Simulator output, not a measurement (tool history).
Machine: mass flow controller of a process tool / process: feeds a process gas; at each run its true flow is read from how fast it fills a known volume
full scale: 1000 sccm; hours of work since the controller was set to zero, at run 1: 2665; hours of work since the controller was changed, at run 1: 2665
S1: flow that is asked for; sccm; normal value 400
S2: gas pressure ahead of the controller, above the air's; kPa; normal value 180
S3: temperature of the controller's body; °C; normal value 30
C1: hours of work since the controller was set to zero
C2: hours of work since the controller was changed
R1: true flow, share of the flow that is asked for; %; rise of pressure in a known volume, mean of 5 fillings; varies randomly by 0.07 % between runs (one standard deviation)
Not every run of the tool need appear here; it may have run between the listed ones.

Run 1, hour 0.0: usual settings; C1 2665; C2 2665. Result: R1 99.21 %.
Run 2, hour 170.5: usual settings but S2 196 kPa; C1 2747; C2 2747. Result: R1 99.30 %.
Run 3, hour 353.5: usual settings but S2 196 kPa; C1 2835; C2 2835. Result: R1 99.22 %.
Run 4, hour 586.9: usual settings but S2 196 kPa; C1 2947; C2 2947. Result: R1 99.38 %.
Run 5, hour 888.6: usual settings but S2 140 kPa; C1 3092; C2 3092. Result: R1 99.11 %.
Run 6, hour 1093.4: usual settings but S2 150 kPa; C1 3190; C2 3190. Result: R1 98.95 %.
Run 7, hour 1223.3: usual settings; C1 3252; C2 3252. Result: R1 99.23 %.
Run 8, hour 1502.0: usual settings; C1 3386; C2 3386. Result: R1 99.10 %.
Run 9, hour 1700.9: usual settings; C1 3482; C2 3482. Result: R1 99.21 %.
Run 10, hour 1877.6: usual settings but S1 430 sccm; C1 3566; C2 3566. Result: R1 99.24 %.
Run 11, hour 2142.7: usual settings but S1 430 sccm; C1 3694; C2 3694. Result: R1 99.24 %.
Run 12, hour 2338.2: usual settings; C1 3787; C2 3787. Result: R1 99.32 %.
Run 13, hour 2517.6: usual settings; C1 3874; C2 3874. Result: R1 99.24 %.
Run 14, hour 2771.3: usual settings but S1 143 sccm, S3 23 °C; C1 3995; C2 3995. Result: R1 96.49 %.
Run 15, hour 3069.8: usual settings but S1 444 sccm, S2 200 kPa; C1 4139; C2 4139. Result: R1 99.35 %.
Run 16, hour 3252.9: usual settings but S1 117 sccm, S2 157 kPa; C1 4227; C2 4227. Result: R1 95.93 %.
Run 17, hour 3380.8: usual settings but S1 117 sccm, S2 157 kPa; C1 4288; C2 4288. Result: R1 95.70 %.
Run 18, hour 3534.8: usual settings but S1 432 sccm, S2 157 kPa, S3 32 °C; C1 4362; C2 4362. Result: R1 99.43 %.
Run 19, hour 3699.9: usual settings but S1 432 sccm, S2 157 kPa, S3 32 °C; C1 4441; C2 4441. Result: R1 99.24 %.
Run 20, hour 3998.4: usual settings but S1 917 sccm, S2 157 kPa, S3 32 °C; C1 4584; C2 4584. Result: R1 100.72 %.
Run 21, hour 4132.5: usual settings but S1 130 sccm, S2 228 kPa; C1 4649; C2 4649. Result: R1 96.07 %.
Run 22, hour 4328.4: usual settings but S1 320 sccm, S2 248 kPa, S3 35 °C; C1 4743; C2 4743. Result: R1 99.26 %.
Run 23, hour 4575.9: usual settings but S1 112 sccm, S2 206 kPa; C1 4862; C2 4862. Result: R1 95.13 %.
Run 24, hour 4802.8: usual settings but S1 486 sccm, S2 140 kPa; C1 4970; C2 4970. Result: R1 99.36 %.
Run 25, hour 4970.6: usual settings but S1 486 sccm, S2 140 kPa; C1 5051; C2 5051. Result: R1 99.36 %.
Run 26, hour 5266.2: usual settings but S1 776 sccm, S2 188 kPa, S3 20 °C; C1 5193; C2 5193. Result: R1 99.91 %.

Forecast each of these 5 alternatives for the next run:
Run A, hour 5507.6: usual settings but S1 242 sccm, S2 220 kPa, S3 37 °C; C1 5309; C2 5309. Result: R1 ?.
Run B, hour 5507.6: usual settings but S1 206 sccm, S3 25 °C; C1 5309; C2 5309. Result: R1 ?.
Run C, hour 5507.6: usual settings but S1 955 sccm, S2 188 kPa, S3 35 °C; C1 5309; C2 5309. Result: R1 ?.
Run D, hour 5507.6: usual settings but S3 31 °C; C1 5309; C2 5309. Result: R1 ?.
Run E, hour 5507.6: usual settings but S1 776 sccm, S2 155 kPa, S3 27 °C; C1 5309; C2 5309. Result: R1 ?.

run      R1
  A   98.47
  B   97.25
  C  101.28
  D   99.20
  E  100.19
Take away the tool's hidden state, keep each run's random variation, and the runs would have read:
run      R1
  A   99.62
  B   98.83
  C  100.61
  D   99.39
  E   99.67
